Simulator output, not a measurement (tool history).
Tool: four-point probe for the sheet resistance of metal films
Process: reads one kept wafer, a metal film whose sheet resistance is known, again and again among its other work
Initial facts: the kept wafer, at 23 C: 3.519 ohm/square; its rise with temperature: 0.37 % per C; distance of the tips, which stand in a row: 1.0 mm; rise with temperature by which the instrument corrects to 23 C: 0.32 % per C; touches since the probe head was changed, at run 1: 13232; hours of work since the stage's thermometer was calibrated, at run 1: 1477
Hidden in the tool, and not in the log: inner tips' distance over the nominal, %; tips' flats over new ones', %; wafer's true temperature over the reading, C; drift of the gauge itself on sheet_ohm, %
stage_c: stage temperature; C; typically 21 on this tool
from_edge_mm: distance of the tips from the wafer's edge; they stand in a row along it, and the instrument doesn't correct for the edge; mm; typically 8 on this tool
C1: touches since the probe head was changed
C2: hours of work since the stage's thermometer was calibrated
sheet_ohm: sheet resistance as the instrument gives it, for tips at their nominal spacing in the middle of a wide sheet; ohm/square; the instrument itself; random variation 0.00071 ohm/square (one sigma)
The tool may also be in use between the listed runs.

{"run": 1, "hour": 0.0, "stage_c": 21, "from_edge_mm": 8, "C1": 13232, "C2": 1477, "sheet_ohm": 3.558751}
{"run": 2, "hour": 19.5, "stage_c": 23, "from_edge_mm": 8, "C1": 13497, "C2": 1485, "sheet_ohm": 3.562823}
{"run": 3, "hour": 30.9, "stage_c": 23, "from_edge_mm": 8, "C1": 13652, "C2": 1490, "sheet_ohm": 3.561605}
{"run": 4, "hour": 42.1, "stage_c": 23, "from_edge_mm": 8, "C1": 13804, "C2": 1495, "sheet_ohm": 3.562717}
{"run": 5, "hour": 66.0, "stage_c": 23, "from_edge_mm": 8, "C1": 14129, "C2": 1506, "sheet_ohm": 3.563121}
{"run": 6, "hour": 89.2, "stage_c": 23, "from_edge_mm": 8, "C1": 14445, "C2": 1516, "sheet_ohm": 3.563058}
{"run": 7, "hour": 112.6, "stage_c": 23, "from_edge_mm": 6, "C1": 14762, "C2": 1527, "sheet_ohm": 3.585788}
{"run": 8, "hour": 129.3, "stage_c": 30, "from_edge_mm": 8, "C1": 14990, "C2": 1534, "sheet_ohm": 3.57474}
{"run": 9, "hour": 154.8, "stage_c": 21, "from_edge_mm": 39, "C1": 15336, "C2": 1546, "sheet_ohm": 3.531995}
{"run": 10, "hour": 175.7, "stage_c": 21, "from_edge_mm": 9, "C1": 15621, "C2": 1555, "sheet_ohm": 3.553452}
{"run": 11, "hour": 194.1, "stage_c": 21, "from_edge_mm": 9, "C1": 15871, "C2": 1563, "sheet_ohm": 3.55226}
{"run": 12, "hour": 212.4, "stage_c": 21, "from_edge_mm": 33, "C1": 16120, "C2": 1571, "sheet_ohm": 3.531868}
{"run": 13, "hour": 226.2, "stage_c": 19, "from_edge_mm": 33, "C1": 16308, "C2": 1577, "sheet_ohm": 3.527224}
{"run": 14, "hour": 241.1, "stage_c": 21, "from_edge_mm": 7, "C1": 16510, "C2": 1584, "sheet_ohm": 3.568429}
{"run": 15, "hour": 264.7, "stage_c": 21, "from_edge_mm": 7, "C1": 16831, "C2": 1594, "sheet_ohm": 3.567205}
{"run": 16, "hour": 277.5, "stage_c": 21, "from_edge_mm": 7, "C1": 17005, "C2": 1600, "sheet_ohm": 3.567691}
{"hour": 280.4, "done": "stage's thermometer calibrated"}
{"run": 17, "hour": 293.9, "stage_c": 31, "from_edge_mm": 9, "C1": 17221, "C2": 6, "sheet_ohm": 3.574035}
{"run": 18, "hour": 310.8, "stage_c": 30, "from_edge_mm": 8, "C1": 17451, "C2": 14, "sheet_ohm": 3.578563}
{"run": 19, "hour": 326.5, "stage_c": 30, "from_edge_mm": 8, "C1": 17664, "C2": 21, "sheet_ohm": 3.577053}
{"run": 20, "hour": 346.0, "stage_c": 30, "from_edge_mm": 8, "C1": 17930, "C2": 29, "sheet_ohm": 3.577817}
{"hour": 357.4, "done": "stage's thermometer calibrated, once more"}
{"run": 21, "hour": 362.2, "stage_c": 21, "from_edge_mm": 3, "C1": 18143, "C2": 2, "sheet_ohm": 3.718178}
{"run": 22, "hour": 377.3, "stage_c": 21, "from_edge_mm": 3, "C1": 18349, "C2": 9, "sheet_ohm": 3.718864}
{"run": 23, "hour": 395.4, "stage_c": 21, "from_edge_mm": 3, "C1": 18595, "C2": 17, "sheet_ohm": 3.718383}
{"run": 24, "hour": 419.0, "stage_c": 22, "from_edge_mm": 24, "C1": 18915, "C2": 27, "sheet_ohm": 3.525987}
{"run": 25, "hour": 437.7, "stage_c": 30, "from_edge_mm": 16, "C1": 19170, "C2": 36, "sheet_ohm": 3.543781}
{"run": 26, "hour": 462.4, "stage_c": 30, "from_edge_mm": 12, "C1": 19506, "C2": 47, "sheet_ohm": 3.547828}
{"run": 27, "hour": 482.9, "stage_c": 32, "from_edge_mm": 8, "C1": 19784, "C2": 56, "sheet_ohm": 3.569365}
{"run": 28, "hour": 494.7, "stage_c": 32, "from_edge_mm": 8, "C1": 19945, "C2": 61, "sheet_ohm": 3.56909}
{"run": 29, "hour": 513.3, "stage_c": 32, "from_edge_mm": 8, "C1": 20198, "C2": 69, "sheet_ohm": 3.570499}
{"run": 30, "hour": 530.9, "stage_c": 28, "from_edge_mm": 12, "C1": 20437, "C2": 77, "sheet_ohm": 3.547848}
{"run": 31, "hour": 553.9, "stage_c": 28, "from_edge_mm": 12, "C1": 20750, "C2": 88, "sheet_ohm": 3.54489}

Branching from run 31: 4 alternative next runs. What would each branch give?
{"run": "A", "hour": 572.7, "stage_c": 22, "from_edge_mm": 8, "C1": 21006, "C2": 96, "sheet_ohm": "?"}
{"run": "B", "hour": 572.7, "stage_c": 21, "from_edge_mm": 6, "C1": 21006, "C2": 96, "sheet_ohm": "?"}
{"run": "C", "hour": 572.7, "stage_c": 28, "from_edge_mm": 61, "C1": 21006, "C2": 96, "sheet_ohm": "?"}
{"run": "D", "hour": 572.7, "stage_c": 25, "from_edge_mm": 4, "C1": 21006, "C2": 96, "sheet_ohm": "?"}

run=A sheet_ohm=3.552171
run=B sheet_ohm=3.571319
run=C sheet_ohm=3.532032
run=D sheet_ohm=3.641415
The same runs, with their run-to-run variation unchanged, on a tool lacking any hidden condition would have given:
run=A sheet_ohm=3.547217
run=B sheet_ohm=3.566341
run=C sheet_ohm=3.527095
run=D sheet_ohm=3.636343
